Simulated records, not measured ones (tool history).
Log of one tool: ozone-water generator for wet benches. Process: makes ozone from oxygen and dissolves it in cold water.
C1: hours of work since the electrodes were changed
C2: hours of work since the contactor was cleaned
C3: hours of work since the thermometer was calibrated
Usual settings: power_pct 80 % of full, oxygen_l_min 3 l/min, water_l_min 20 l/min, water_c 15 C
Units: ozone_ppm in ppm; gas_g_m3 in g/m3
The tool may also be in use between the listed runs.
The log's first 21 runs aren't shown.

run 22 hour=1156.3 | power_pct=80 oxygen_l_min=3.22 water_l_min=27 water_c=9 | C1=2737 C2=257 C3=3120 | ozone_ppm=12.1 gas_g_m3=162.4
run 23 hour=1196.9 | power_pct=80 oxygen_l_min=3.22 water_l_min=27 water_c=9 | C1=2765 C2=286 C3=3149 | ozone_ppm=11.9 gas_g_m3=159.8
run 24 hour=1242.5 | power_pct=97 oxygen_l_min=5.25 water_l_min=28 water_c=9 | C1=2798 C2=318 C3=3181 | ozone_ppm=14.4 gas_g_m3=141.7
run 25 hour=1316.8 | power_pct=57 oxygen_l_min=2.12 water_l_min=28 water_c=9 | C1=2850 C2=370 C3=3233 | ozone_ppm=8 gas_g_m3=162.8
run 26 hour=1363.5 | power_pct=80 oxygen_l_min=3 water_l_min=19 water_c=10 | C1=2883 C2=403 C3=3266 | ozone_ppm=16.4 gas_g_m3=167.6
run 27 hour=1428.3 | power_pct=40 oxygen_l_min=3 water_l_min=19 water_c=8 | C1=2929 C2=449 C3=3312 | ozone_ppm=11.1 gas_g_m3=113.1
run 28 hour=1498.6 | power_pct=40 oxygen_l_min=2.04 water_l_min=19 water_c=18 | C1=2978 C2=499 C3=3361 | ozone_ppm=9.1 gas_g_m3=133.6
run 29 hour=1551.1 | power_pct=92 oxygen_l_min=2.04 water_l_min=13 water_c=18 | C1=3015 C2=536 C3=3398 | ozone_ppm=20.8 gas_g_m3=215
run 30 hour=1605.3 | power_pct=64 oxygen_l_min=1.67 water_l_min=19 water_c=11 | C1=3054 C2=574 C3=3437 | ozone_ppm=11.6 gas_g_m3=190.6
run 31 hour=1646.8 | power_pct=64 oxygen_l_min=1.67 water_l_min=19 water_c=11 | C1=3083 C2=603 C3=3466 | ozone_ppm=11.7 gas_g_m3=190.9
run 32 hour=1719.6 | power_pct=96 oxygen_l_min=3 water_l_min=20 water_c=8 | C1=3134 C2=655 C3=3517 | ozone_ppm=17.2 gas_g_m3=181.9

5 ways to go on from here, each from the tool as it stands after run 32. What would each give?
run A hour=1769.2 | power_pct=96 oxygen_l_min=3 water_l_min=25 water_c=10 | C1=3169 C2=690 C3=3552 | ozone_ppm=? gas_g_m3=?
run B hour=1769.2 | power_pct=61 oxygen_l_min=1.82 water_l_min=20 water_c=15 | C1=3169 C2=690 C3=3552 | ozone_ppm=? gas_g_m3=?
run C hour=1769.2 | power_pct=55 oxygen_l_min=3 water_l_min=14 water_c=19 | C1=3169 C2=690 C3=3552 | ozone_ppm=? gas_g_m3=?
run D hour=1769.2 | power_pct=80 oxygen_l_min=2.67 water_l_min=31 water_c=15 | C1=3169 C2=690 C3=3552 | ozone_ppm=? gas_g_m3=?
run E hour=1769.2 | power_pct=93 oxygen_l_min=3 water_l_min=20 water_c=15 | C1=3169 C2=690 C3=3552 | ozone_ppm=? gas_g_m3=?

run=A ozone_ppm=13.7 gas_g_m3=179.6
run=B ozone_ppm=11 gas_g_m3=177.6
run=C ozone_ppm=15.3 gas_g_m3=134.4
run=D ozone_ppm=8.8 gas_g_m3=172.4
run=E ozone_ppm=15.7 gas_g_m3=177.4
Without the tool's hidden state the same runs would have given:
run=A ozone_ppm=16.8 gas_g_m3=217.2
run=B ozone_ppm=12.9 gas_g_m3=205.8
run=C ozone_ppm=17.7 gas_g_m3=154
run=D ozone_ppm=10.6 gas_g_m3=204.7
run=E ozone_ppm=19.2 gas_g_m3=213.9

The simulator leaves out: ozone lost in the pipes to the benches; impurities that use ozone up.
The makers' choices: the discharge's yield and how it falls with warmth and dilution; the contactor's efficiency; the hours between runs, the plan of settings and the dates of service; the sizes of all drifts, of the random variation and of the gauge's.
